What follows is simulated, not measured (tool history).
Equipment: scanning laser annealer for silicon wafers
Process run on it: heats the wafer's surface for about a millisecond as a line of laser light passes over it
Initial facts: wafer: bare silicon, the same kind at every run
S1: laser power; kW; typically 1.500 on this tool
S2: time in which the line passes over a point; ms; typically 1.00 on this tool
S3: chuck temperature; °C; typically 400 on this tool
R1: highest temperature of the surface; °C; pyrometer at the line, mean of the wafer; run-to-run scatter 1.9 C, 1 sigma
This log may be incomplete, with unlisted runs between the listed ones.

run   hour     S1    S2   S3    R1
  1    0.0  1.500  1.00  400  1074
  2   59.1  1.500  1.00  400  1075
  3  107.1  1.500  1.00  373  1044
  4  162.5  1.500  0.92  400  1041
  5  229.7  1.500  0.92  400  1036
  6  306.0  1.500  0.92  400  1030
  7  352.2  1.324  1.17  372   979
  8  409.4  1.503  0.83  372   967
  9  470.4  1.616  1.11  418  1165
 10  548.2  1.616  1.11  418  1219
 11  594.8  1.627  1.11  418  1220
 12  631.3  1.511  1.10  381  1105

Between the runs listed above, the log contained 1 entry, not reproduced here. Where in the sequence does each belong, and how does what the log doesn't record of the tool's condition differ from the listed run before to the listed run after?
In the gap between runs 9 and 10: window over the wafer cleaned (hour 526.5)
  light that passes the window, % of a clean one's: 94.87 -> 99.78; laser's true power over the reading, %: -0.31 -> -0.32; width of the line over the set one, %: 1.13 -> 1.15
  what was measured, less what the result would be without the hidden state, R1: -61 -> -13 °C
